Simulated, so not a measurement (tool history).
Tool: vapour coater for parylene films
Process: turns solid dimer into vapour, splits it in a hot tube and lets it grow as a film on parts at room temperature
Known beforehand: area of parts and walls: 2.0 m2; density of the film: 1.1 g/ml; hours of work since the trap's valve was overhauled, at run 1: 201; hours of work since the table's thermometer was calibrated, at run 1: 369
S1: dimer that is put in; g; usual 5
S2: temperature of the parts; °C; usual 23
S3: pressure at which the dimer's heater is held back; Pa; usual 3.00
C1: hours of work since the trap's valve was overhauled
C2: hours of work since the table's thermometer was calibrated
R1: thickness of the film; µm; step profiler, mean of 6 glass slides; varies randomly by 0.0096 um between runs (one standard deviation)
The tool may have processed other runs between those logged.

| run | hour | S1 | S2 | S3 | C1 | C2 | R1 |
|---|---|---|---|---|---|---|---|
| 1 | 0.0 | 5 | 23 | 3.00 | 201 | 369 | 1.406 |
| 2 | 15.8 | 5 | 23 | 7.20 | 213 | 381 | 1.323 |
| 3 | 24.1 | 5 | 23 | 3.00 | 220 | 387 | 1.375 |
| 4 | 39.2 | 5 | 23 | 3.00 | 231 | 399 | 1.395 |
| 5 | 49.7 | 5 | 23 | 5.04 | 239 | 407 | 1.354 |
| 6 | 65.5 | 5 | 23 | 5.04 | 251 | 419 | 1.335 |
| 7 | 72.6 | 5 | 23 | 5.04 | 256 | 424 | 1.346 |
| 8 | 80.0 | 2 | 23 | 3.00 | 262 | 430 | 0.544 |
| 9 | 95.6 | 2 | 23 | 3.00 | 273 | 441 | 0.553 |
| 10 | 109.0 | 2 | 16 | 3.00 | 284 | 451 | 0.666 |
| 11 | 119.3 | 2 | 16 | 3.00 | 291 | 459 | 0.670 |
| 12 | 130.6 | 2 | 16 | 3.00 | 300 | 468 | 0.668 |
| 13 | 146.7 | 5 | 23 | 2.99 | 312 | 480 | 1.380 |
| 14 | 155.7 | 5 | 23 | 2.99 | 319 | 486 | 1.382 |
| 15 | 169.0 | 7 | 23 | 2.99 | 329 | 497 | 1.908 |
| 16 | 177.7 | 7 | 23 | 2.99 | 335 | 503 | 1.924 |
| 17 | 187.3 | 5 | 23 | 6.07 | 343 | 510 | 1.306 |
| 18 | 200.7 | 5 | 24 | 3.00 | 353 | 520 | 1.313 |
| 19 | 213.9 | 5 | 16 | 3.00 | 363 | 530 | 1.635 |
| 20 | 225.5 | 4 | 23 | 3.00 | 371 | 539 | 1.092 |
|  | 239.1 | trap's valve overhauled |
| 21 | 239.1 | 4 | 23 | 3.00 | 0 | 546 | 1.154 |
| 22 | 246.0 | 4 | 23 | 3.00 | 5 | 551 | 1.120 |
| 23 | 257.9 | 4 | 23 | 3.00 | 14 | 560 | 1.150 |
| 24 | 269.1 | 4 | 21 | 3.00 | 23 | 569 | 1.206 |
| 25 | 280.8 | 4 | 22 | 6.53 | 31 | 578 | 1.106 |
| 26 | 291.2 | 5 | 34 | 10.21 | 39 | 586 | 0.954 |
| 27 | 300.9 | 6 | 23 | 3.74 | 47 | 593 | 1.679 |
| 28 | 310.2 | 2 | 25 | 4.98 | 54 | 600 | 0.529 |
| 29 | 326.2 | 7 | 18 | 2.45 | 66 | 612 | 2.322 |
| 30 | 341.6 | 7 | 18 | 2.45 | 77 | 624 | 2.304 |
| 31 | 351.3 | 7 | 18 | 2.45 | 84 | 631 | 2.298 |
|  | 353.3 | table's thermometer calibrated |
| 32 | 368.4 | 6 | 23 | 4.91 | 97 | 11 | 1.670 |
| 33 | 379.1 | 4 | 23 | 3.00 | 105 | 19 | 1.148 |
|  | 394.0 | table's thermometer calibrated, once more |
| 34 | 394.0 | 4 | 23 | 3.00 | 115 | 0 | 1.104 |
| 35 | 409.6 | 8 | 23 | 4.40 | 127 | 12 | 2.164 |
| 36 | 416.7 | 3 | 20 | 3.16 | 132 | 17 | 0.910 |
| 37 | 433.2 | 5 | 23 | 3.00 | 145 | 30 | 1.380 |
| 38 | 446.6 | 5 | 23 | 5.44 | 155 | 40 | 1.319 |
| 39 | 459.4 | 7 | 23 | 2.60 | 164 | 49 | 1.950 |
| 40 | 471.8 | 3 | 15 | 3.00 | 174 | 59 | 1.030 |
| 41 | 479.9 | 3 | 15 | 3.00 | 180 | 65 | 1.013 |
| 42 | 492.4 | 3 | 15 | 3.00 | 189 | 74 | 1.026 |
| 43 | 502.9 | 3 | 15 | 3.00 | 197 | 82 | 1.044 |
| 44 | 519.5 | 8 | 21 | 3.00 | 210 | 94 | 2.295 |
| 45 | 531.8 | 8 | 21 | 3.00 | 219 | 104 | 2.316 |
| 46 | 546.8 | 8 | 21 | 3.00 | 230 | 115 | 2.312 |
| 47 | 562.5 | 8 | 21 | 3.00 | 242 | 127 | 2.324 |
| 48 | 570.7 | 4 | 21 | 2.48 | 248 | 133 | 1.145 |

Below are 3 alternative next runs, each starting from the tool's condition after run 48. Predict each:
| A | 586.0 | 4 | 31 | 5.48 | 260 | 145 | ? |
| B | 586.0 | 3 | 20 | 3.41 | 260 | 145 | ? |
| C | 586.0 | 4 | 34 | 9.83 | 260 | 145 | ? |

| run | R1 |
|---|---|
| A | 0.843 |
| B | 0.873 |
| C | 0.745 |
Without the tool's unlogged condition, the same runs would have read:
| run | R1 |
|---|---|
| A | 0.874 |
| B | 0.905 |
| C | 0.773 |
